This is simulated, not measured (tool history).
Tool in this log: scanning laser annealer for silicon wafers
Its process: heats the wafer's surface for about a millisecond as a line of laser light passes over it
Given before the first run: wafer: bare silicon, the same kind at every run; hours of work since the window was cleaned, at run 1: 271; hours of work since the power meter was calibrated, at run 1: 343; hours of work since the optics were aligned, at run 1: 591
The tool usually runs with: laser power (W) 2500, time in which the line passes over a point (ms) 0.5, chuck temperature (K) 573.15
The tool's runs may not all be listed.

run,day,laser power (W),time in which the line passes over a point (ms),chuck temperature (K),hours of work since the window was cleaned,hours of work since the power meter was calibrated,hours of work since the optics were aligned,highest temperature of the surface (K)
1,0,2500,0.5,573.15,271,343,591,1300.15
2,1.042,2500,0.5,573.15,284,356,604,1300.15
3,2.142,2500,0.383,573.15,298,370,618,1198.15
4,3.183,2500,0.383,573.15,311,383,632,1197.15
# day 3.817: window over the wafer cleaned
5,3.817,2500,0.5,584.15,0,391,639,1325.15
6,4.992,2500,0.5,584.15,15,405,654,1325.15
7,6.221,2500,0.5,584.15,31,421,669,1323.15
8,7.342,2500,0.35,573.15,45,435,684,1179.15
9,7.921,2640,0.5,573.15,52,443,691,1364.15
10,8.446,2500,0.5,573.15,59,450,698,1313.15
11,9.35,2500,0.5,573.15,70,461,709,1310.15
12,10.283,2500,0.5,573.15,82,473,721,1307.15
13,10.779,2500,0.5,607.15,89,479,727,1339.15
14,11.462,2500,0.5,607.15,97,488,736,1341.15
15,12.621,2500,0.522,573.15,112,503,751,1322.15
16,13.179,2500,0.522,573.15,119,510,758,1323.15
17,13.804,2680,0.5,573.15,127,518,766,1373.15
18,14.483,2500,0.5,573.15,136,526,775,1305.15
19,15.671,2500,0.5,573.15,151,542,790,1302.15
20,16.429,2500,0.5,573.15,161,551,799,1302.15
21,17.625,2179,0.506,590.15,176,567,815,1203.15
22,18.788,2179,0.588,563.15,191,581,829,1226.15
23,19.721,2275,0.588,600.15,203,593,841,1300.15
24,20.467,2149,0.46,587.15,212,603,851,1158.15
25,21.55,2472,0.5,573.15,226,617,865,1290.15
26,22.304,2500,0.537,547.15,236,626,874,1298.15
27,22.938,2500,0.537,547.15,244,634,882,1300.15
28,23.558,2640,0.549,608.15,252,642,890,1425.15
29,24.621,2715,0.439,573.15,265,656,904,1319.15
30,25.354,2750,0.611,573.15,275,665,913,1485.15
31,26.008,2500,0.49,567.15,283,673,921,1278.15
32,26.771,2590,0.603,575.15,293,683,931,1408.15
33,27.533,2590,0.603,575.15,302,693,941,1408.15
34,28.117,2608,0.603,575.15,310,700,948,1415.15
35,28.796,2179,0.57,537.15,318,709,957,1182.15
# day 28.975: window over the wafer cleaned
36,29.838,2179,0.433,554.15,11,721,969,1121.15
37,30.425,2154,0.546,605.15,18,729,977,1240.15
38,31.088,2421,0.564,601.15,27,737,985,1351.15
39,31.962,2273,0.426,573.15,38,748,996,1167.15
40,33.192,2273,0.426,573.15,54,764,1012,1165.15

Below are 3 alternative next runs, each starting from the tool's condition after run 40. Predict each:
A,33.938,2465,0.414,574.15,63,773,1021,?
B,33.938,2364,0.426,542.15,63,773,1021,?
C,33.938,2447,0.433,580.15,63,773,1021,?

run,highest temperature of the surface (K)
A,1220.15
B,1165.15
C,1238.15
Had the tool no hidden state, the same runs would have come out as:
run,highest temperature of the surface (K)
A,1237.15
B,1181.15
C,1255.15
